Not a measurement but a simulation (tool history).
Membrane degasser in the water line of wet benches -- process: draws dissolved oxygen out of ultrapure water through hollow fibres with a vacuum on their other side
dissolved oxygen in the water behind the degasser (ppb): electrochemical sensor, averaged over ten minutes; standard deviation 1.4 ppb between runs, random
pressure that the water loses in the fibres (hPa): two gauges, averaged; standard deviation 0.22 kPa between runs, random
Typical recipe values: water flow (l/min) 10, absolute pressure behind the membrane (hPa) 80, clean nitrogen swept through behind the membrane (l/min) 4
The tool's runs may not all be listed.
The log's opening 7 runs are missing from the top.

run,day,water flow (l/min),absolute pressure behind the membrane (hPa),clean nitrogen swept through behind the membrane (l/min),hours since the membrane was changed,hours since the vacuum gauge was calibrated,hours since the vacuum lines were made tight,dissolved oxygen in the water behind the degasser (ppb),pressure that the water loses in the fibres (hPa)
8,31.967,13,170.3,4,2831,6720,8686,300.9,709.5
9,37.829,13,170.3,4,2972,6860,8827,300.1,714.9
10,44.392,13,170.3,4,3130,7018,8984,304.7,706.3
11,49.238,10,168.6,4,3246,7134,9100,191.1,550
12,52.85,9,80,4,3333,7221,9187,113.2,492.8
13,57.229,9,80,4,3438,7326,9292,114.4,492.7
# day 60.192: vacuum gauge calibrated
14,63.958,9,80,4,3599,90,9453,114.4,492.9
15,66.938,9,80,4,3670,162,9525,114.8,492.2
16,73.338,9,80,4,3824,316,9678,111.9,486.7
17,76.279,7,159.1,5.62,3894,386,9749,83.8,379.7
18,82.567,7,80,4,4045,537,9900,65.8,380
19,88.675,9,55.7,8.43,4192,684,10046,93.8,488.3
20,91.696,10,127,4,4264,756,10119,170.3,540.5
21,94.662,9,132,3.51,4336,827,10190,147.3,486.3
22,100.608,9,132,4.52,4478,970,10333,136.1,486.4
23,106.292,9,99.9,4.61,4615,1106,10469,119.6,492
24,111.421,9,99.9,4.61,4738,1230,10592,121.6,487.1
25,115.808,10,101.3,9.82,4843,1335,10698,125.7,540.4
26,118.825,10,80,3.48,4915,1407,10770,144.6,542.5
27,123.308,10,80,10.3,5023,1515,10878,123.5,542.6
28,128.642,12,67,4,5151,1643,11006,193,650.5
29,133.717,9,97.8,6.36,5273,1765,11127,110.2,484.6
30,138.854,15,112.3,4.33,5396,1888,11251,327.1,818.6
31,144.1,15,112.3,2.24,5522,2014,11377,381,810.2
32,149.804,10,80,6.2,5659,2151,11514,130.1,538.3

4 ways to go on from here, each from the tool as it stands after run 32. What would each give?
A,155.917,11,80,6.2,5806,2297,11660,?,?
B,155.917,10,54.3,2.19,5806,2297,11660,?,?
C,155.917,16,76.8,1.74,5806,2297,11660,?,?
D,155.917,9,52.1,6.2,5806,2297,11660,?,?

run,dissolved oxygen in the water behind the degasser (ppb),pressure that the water loses in the fibres (hPa)
A,162,595.7
B,136.2,535
C,384.1,860.7
D,92.8,484.6
What these runs would have given with no unlogged condition in the tool:
run,dissolved oxygen in the water behind the degasser (ppb),pressure that the water loses in the fibres (hPa)
A,161.7,607.2
B,135.9,545.4
C,383.5,877.2
D,92.6,493.9
